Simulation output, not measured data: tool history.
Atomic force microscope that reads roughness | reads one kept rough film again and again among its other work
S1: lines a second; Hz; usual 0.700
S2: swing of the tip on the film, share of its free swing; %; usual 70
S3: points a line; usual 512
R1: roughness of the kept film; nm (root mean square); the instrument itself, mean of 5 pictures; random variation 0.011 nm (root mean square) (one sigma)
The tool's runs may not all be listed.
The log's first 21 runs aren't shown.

run,hour,S1,S2,S3,R1
22,135.2,2.391,63,393,2.550
23,143.1,2.216,71,512,2.476
24,153.2,2.780,67,1020,2.499
25,163.5,1.258,68,588,2.600
26,169.9,0.832,68,588,2.622
27,179.9,3.372,58,384,2.536
28,189.1,3.733,58,500,2.524
29,199.6,1.557,66,512,2.591
30,209.6,1.540,68,728,2.537
31,217.2,0.700,70,374,2.601
32,224.6,3.201,70,635,2.395
33,233.4,0.590,76,613,2.601

Forecast each of these 5 alternatives for the next run:
# hour 237.9: new tip fitted
A,239.4,3.086,56,477,?
# hour 237.9: new tip fitted
B,239.4,0.590,65,361,?
# hour 237.9: new tip fitted
C,239.4,0.700,70,412,?
# hour 237.9: new tip fitted
D,239.4,2.010,59,512,?
# hour 237.9: new tip fitted
E,239.4,0.590,76,805,?

run,R1
A,2.564
B,2.659
C,2.626
D,2.602
E,2.606
Without the tool's hidden state the same runs would have given:
run,R1
A,2.564
B,2.659
C,2.626
D,2.602
E,2.606
